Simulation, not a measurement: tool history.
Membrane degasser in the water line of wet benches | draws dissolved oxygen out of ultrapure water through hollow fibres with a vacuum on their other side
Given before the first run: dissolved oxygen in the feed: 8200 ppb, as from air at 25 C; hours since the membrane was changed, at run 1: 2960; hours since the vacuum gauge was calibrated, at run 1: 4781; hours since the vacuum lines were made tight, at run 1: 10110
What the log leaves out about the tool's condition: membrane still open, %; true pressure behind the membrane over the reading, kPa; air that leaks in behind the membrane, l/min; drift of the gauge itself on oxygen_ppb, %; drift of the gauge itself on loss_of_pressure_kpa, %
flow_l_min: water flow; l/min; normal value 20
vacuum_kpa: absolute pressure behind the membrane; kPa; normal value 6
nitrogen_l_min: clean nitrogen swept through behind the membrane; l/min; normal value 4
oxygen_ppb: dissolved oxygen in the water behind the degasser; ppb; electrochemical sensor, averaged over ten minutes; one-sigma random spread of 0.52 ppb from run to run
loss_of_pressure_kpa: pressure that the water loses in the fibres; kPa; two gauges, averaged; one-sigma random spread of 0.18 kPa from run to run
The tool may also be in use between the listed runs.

| run | day | flow_l_min | vacuum_kpa | nitrogen_l_min | hours since the membrane was changed | hours since the vacuum gauge was calibrated | hours since the vacuum lines were made tight | oxygen_ppb | loss_of_pressure_kpa |
|---|---|---|---|---|---|---|---|---|---|
| 1 | 0 | 20 | 6 | 4 | 2960 | 4781 | 10110 | 46.3 | 35.17 |
| 2 | 7.662 | 20 | 6 | 4 | 3144 | 4965 | 10294 | 47.6 | 35.35 |
| 3 | 16.896 | 13 | 6 | 4 | 3366 | 5187 | 10516 | 28.8 | 22.78 |
| 4 | 27.592 | 13 | 6 | 4 | 3622 | 5444 | 10773 | 29.3 | 22.9 |
| 5 | 38.55 | 13 | 6 | 4 | 3885 | 5707 | 11036 | 29.1 | 23.46 |
| 6 | 47.675 | 13 | 6 | 4 | 4104 | 5926 | 11255 | 29.9 | 22.85 |
| 7 | 57.625 | 13 | 6 | 2.27 | 4343 | 6164 | 11493 | 49.2 | 23.24 |
| 8 | 65.733 | 20 | 6 | 4 | 4538 | 6359 | 11688 | 49.4 | 35.56 |
| 9 | 73.75 | 20 | 6 | 4 | 4730 | 6551 | 11880 | 49.8 | 35.57 |
| 10 | 84.704 | 20 | 6 | 4 | 4993 | 6814 | 12143 | 50.2 | 35.9 |
| 11 | 90.208 | 20 | 6 | 4 | 5125 | 6946 | 12275 | 49.9 | 35.81 |
| 12 | 101.121 | 15 | 6 | 1.71 | 5387 | 7208 | 12537 | 73.7 | 26.8 |
|  | 105.138 | seals of the vacuum lines changed |
| 13 | 106.592 | 15 | 6 | 1.71 | 5516 | 7338 | 35 | 70.9 | 26.99 |
| 14 | 117.967 | 19 | 8.85 | 7.17 | 5789 | 7611 | 308 | 48.4 | 34.02 |
| 15 | 128.504 | 19 | 8.85 | 7.17 | 6042 | 7863 | 561 | 49.5 | 34.34 |
| 16 | 139.017 | 16 | 6 | 5.58 | 6295 | 8116 | 813 | 29.1 | 28.66 |
| 17 | 147.529 | 16 | 6 | 5.58 | 6499 | 8320 | 1017 | 29.5 | 29 |
| 18 | 156.996 | 16 | 6 | 5.58 | 6726 | 8547 | 1245 | 30 | 28.95 |
|  | 168.6 | vacuum gauge calibrated |
| 19 | 168.617 | 15 | 14.87 | 4 | 7004 | 0 | 1523 | 111.3 | 27.24 |
| 20 | 176.217 | 20 | 11.85 | 4.07 | 7187 | 183 | 1705 | 115.4 | 36.61 |

Predict each of these 3 candidate next runs independently; none follows another, all start after run 20:
| A | 183.183 | 30 | 12.51 | 11.72 | 7354 | 350 | 1873 | ? | ? |
| B | 183.183 | 26 | 12.53 | 5.28 | 7354 | 350 | 1873 | ? | ? |
| C | 183.183 | 31 | 5.94 | 4.27 | 7354 | 350 | 1873 | ? | ? |

| run | oxygen_ppb | loss_of_pressure_kpa |
|---|---|---|
| A | 85.6 | 54.59 |
| B | 130.4 | 47.08 |
| C | 77.5 | 56.21 |
Without the tool's unlogged condition, the same runs would have read:
| run | oxygen_ppb | loss_of_pressure_kpa |
|---|---|---|
| A | 78.4 | 51.93 |
| B | 124.2 | 44.8 |
| C | 69.5 | 53.49 |
